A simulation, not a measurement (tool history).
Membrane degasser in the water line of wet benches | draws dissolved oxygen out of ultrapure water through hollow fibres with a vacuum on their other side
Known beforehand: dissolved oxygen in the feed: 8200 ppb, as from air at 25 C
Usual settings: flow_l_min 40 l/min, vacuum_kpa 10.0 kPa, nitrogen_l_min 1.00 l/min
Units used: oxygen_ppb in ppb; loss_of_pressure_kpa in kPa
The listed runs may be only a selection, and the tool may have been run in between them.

{"run": 1, "day": 0.0, "flow_l_min": 40, "vacuum_kpa": 10.0, "nitrogen_l_min": 1.0, "oxygen_ppb": 716.0, "loss_of_pressure_kpa": 69.12}
{"run": 2, "day": 1.933, "flow_l_min": 40, "vacuum_kpa": 10.0, "nitrogen_l_min": 0.89, "oxygen_ppb": 775.4, "loss_of_pressure_kpa": 68.99}
{"run": 3, "day": 2.942, "flow_l_min": 40, "vacuum_kpa": 10.0, "nitrogen_l_min": 0.89, "oxygen_ppb": 781.6, "loss_of_pressure_kpa": 68.79}
{"run": 4, "day": 4.762, "flow_l_min": 40, "vacuum_kpa": 10.0, "nitrogen_l_min": 1.0, "oxygen_ppb": 726.8, "loss_of_pressure_kpa": 68.76}
{"run": 5, "day": 5.95, "flow_l_min": 40, "vacuum_kpa": 10.0, "nitrogen_l_min": 1.0, "oxygen_ppb": 726.4, "loss_of_pressure_kpa": 68.83}
{"run": 6, "day": 8.154, "flow_l_min": 31, "vacuum_kpa": 10.0, "nitrogen_l_min": 1.0, "oxygen_ppb": 583.8, "loss_of_pressure_kpa": 53.66}
{"run": 7, "day": 9.146, "flow_l_min": 44, "vacuum_kpa": 10.0, "nitrogen_l_min": 1.0, "oxygen_ppb": 786.6, "loss_of_pressure_kpa": 75.56}
{"run": 8, "day": 11.483, "flow_l_min": 40, "vacuum_kpa": 10.0, "nitrogen_l_min": 1.65, "oxygen_ppb": 565.2, "loss_of_pressure_kpa": 69.11}
{"run": 9, "day": 13.292, "flow_l_min": 40, "vacuum_kpa": 10.0, "nitrogen_l_min": 1.65, "oxygen_ppb": 552.6, "loss_of_pressure_kpa": 69.71}
{"run": 10, "day": 14.462, "flow_l_min": 40, "vacuum_kpa": 10.0, "nitrogen_l_min": 1.65, "oxygen_ppb": 568.7, "loss_of_pressure_kpa": 69.31}
{"run": 11, "day": 15.829, "flow_l_min": 40, "vacuum_kpa": 10.0, "nitrogen_l_min": 1.45, "oxygen_ppb": 605.1, "loss_of_pressure_kpa": 68.96}
{"run": 12, "day": 17.925, "flow_l_min": 40, "vacuum_kpa": 10.0, "nitrogen_l_min": 1.45, "oxygen_ppb": 602.2, "loss_of_pressure_kpa": 68.63}
{"run": 13, "day": 18.954, "flow_l_min": 40, "vacuum_kpa": 10.0, "nitrogen_l_min": 1.45, "oxygen_ppb": 601.6, "loss_of_pressure_kpa": 69.84}
{"run": 14, "day": 20.829, "flow_l_min": 40, "vacuum_kpa": 10.0, "nitrogen_l_min": 1.45, "oxygen_ppb": 609.4, "loss_of_pressure_kpa": 69.28}
{"run": 15, "day": 22.333, "flow_l_min": 40, "vacuum_kpa": 10.0, "nitrogen_l_min": 1.45, "oxygen_ppb": 601.1, "loss_of_pressure_kpa": 69.51}
{"run": 16, "day": 24.233, "flow_l_min": 40, "vacuum_kpa": 10.0, "nitrogen_l_min": 1.45, "oxygen_ppb": 592.2, "loss_of_pressure_kpa": 69.13}
{"run": 17, "day": 25.625, "flow_l_min": 40, "vacuum_kpa": 10.0, "nitrogen_l_min": 1.45, "oxygen_ppb": 592.5, "loss_of_pressure_kpa": 69.21}
{"run": 18, "day": 27.2, "flow_l_min": 27, "vacuum_kpa": 7.5, "nitrogen_l_min": 1.25, "oxygen_ppb": 334.9, "loss_of_pressure_kpa": 46.65}
{"run": 19, "day": 29.392, "flow_l_min": 27, "vacuum_kpa": 12.8, "nitrogen_l_min": 1.25, "oxygen_ppb": 572.9, "loss_of_pressure_kpa": 46.74}
{"run": 20, "day": 31.729, "flow_l_min": 43, "vacuum_kpa": 7.2, "nitrogen_l_min": 1.85, "oxygen_ppb": 435.8, "loss_of_pressure_kpa": 74.21}
{"run": 21, "day": 33.654, "flow_l_min": 40, "vacuum_kpa": 7.3, "nitrogen_l_min": 0.48, "oxygen_ppb": 759.1, "loss_of_pressure_kpa": 69.59}
{"run": 22, "day": 35.646, "flow_l_min": 41, "vacuum_kpa": 24.1, "nitrogen_l_min": 1.7, "oxygen_ppb": 1174.5, "loss_of_pressure_kpa": 71.19}
{"run": 23, "day": 37.692, "flow_l_min": 29, "vacuum_kpa": 16.5, "nitrogen_l_min": 2.6, "oxygen_ppb": 482.3, "loss_of_pressure_kpa": 50.11}
{"run": 24, "day": 39.154, "flow_l_min": 26, "vacuum_kpa": 14.4, "nitrogen_l_min": 0.44, "oxygen_ppb": 1212.0, "loss_of_pressure_kpa": 45.15}
{"run": 25, "day": 40.375, "flow_l_min": 26, "vacuum_kpa": 8.5, "nitrogen_l_min": 1.94, "oxygen_ppb": 288.5, "loss_of_pressure_kpa": 44.91}
{"run": 26, "day": 41.854, "flow_l_min": 48, "vacuum_kpa": 12.0, "nitrogen_l_min": 1.91, "oxygen_ppb": 724.8, "loss_of_pressure_kpa": 83.22}
{"run": 27, "day": 43.592, "flow_l_min": 30, "vacuum_kpa": 10.9, "nitrogen_l_min": 0.42, "oxygen_ppb": 1054.0, "loss_of_pressure_kpa": 52.23}
{"run": 28, "day": 45.308, "flow_l_min": 59, "vacuum_kpa": 19.8, "nitrogen_l_min": 1.72, "oxygen_ppb": 1318.6, "loss_of_pressure_kpa": 102.61}
{"run": 29, "day": 47.379, "flow_l_min": 60, "vacuum_kpa": 19.8, "nitrogen_l_min": 1.72, "oxygen_ppb": 1361.4, "loss_of_pressure_kpa": 104.81}
{"run": 30, "day": 48.838, "flow_l_min": 26, "vacuum_kpa": 22.6, "nitrogen_l_min": 1.0, "oxygen_ppb": 1076.6, "loss_of_pressure_kpa": 45.31}
{"run": 31, "day": 50.812, "flow_l_min": 41, "vacuum_kpa": 22.6, "nitrogen_l_min": 0.46, "oxygen_ppb": 2354.3, "loss_of_pressure_kpa": 71.63}
{"run": 32, "day": 52.725, "flow_l_min": 57, "vacuum_kpa": 7.4, "nitrogen_l_min": 2.47, "oxygen_ppb": 538.3, "loss_of_pressure_kpa": 99.23}

Predict each of these 3 candidate next runs independently; none follows another, all start after run 32:
{"run": "A", "day": 53.929, "flow_l_min": 46, "vacuum_kpa": 9.3, "nitrogen_l_min": 1.0, "oxygen_ppb": "?", "loss_of_pressure_kpa": "?"}
{"run": "B", "day": 53.929, "flow_l_min": 57, "vacuum_kpa": 9.3, "nitrogen_l_min": 0.83, "oxygen_ppb": "?", "loss_of_pressure_kpa": "?"}
{"run": "C", "day": 53.929, "flow_l_min": 40, "vacuum_kpa": 10.0, "nitrogen_l_min": 1.74, "oxygen_ppb": "?", "loss_of_pressure_kpa": "?"}

run=A oxygen_ppb=780.0 loss_of_pressure_kpa=80.40
run=B oxygen_ppb=1015.0 loss_of_pressure_kpa=99.50
run=C oxygen_ppb=552.4 loss_of_pressure_kpa=69.26
The same runs, with their run-to-run variation unchanged, on a tool lacking any hidden condition would have given:
run=A oxygen_ppb=753.1 loss_of_pressure_kpa=79.30
run=B oxygen_ppb=983.1 loss_of_pressure_kpa=98.14
run=C oxygen_ppb=531.8 loss_of_pressure_kpa=68.31

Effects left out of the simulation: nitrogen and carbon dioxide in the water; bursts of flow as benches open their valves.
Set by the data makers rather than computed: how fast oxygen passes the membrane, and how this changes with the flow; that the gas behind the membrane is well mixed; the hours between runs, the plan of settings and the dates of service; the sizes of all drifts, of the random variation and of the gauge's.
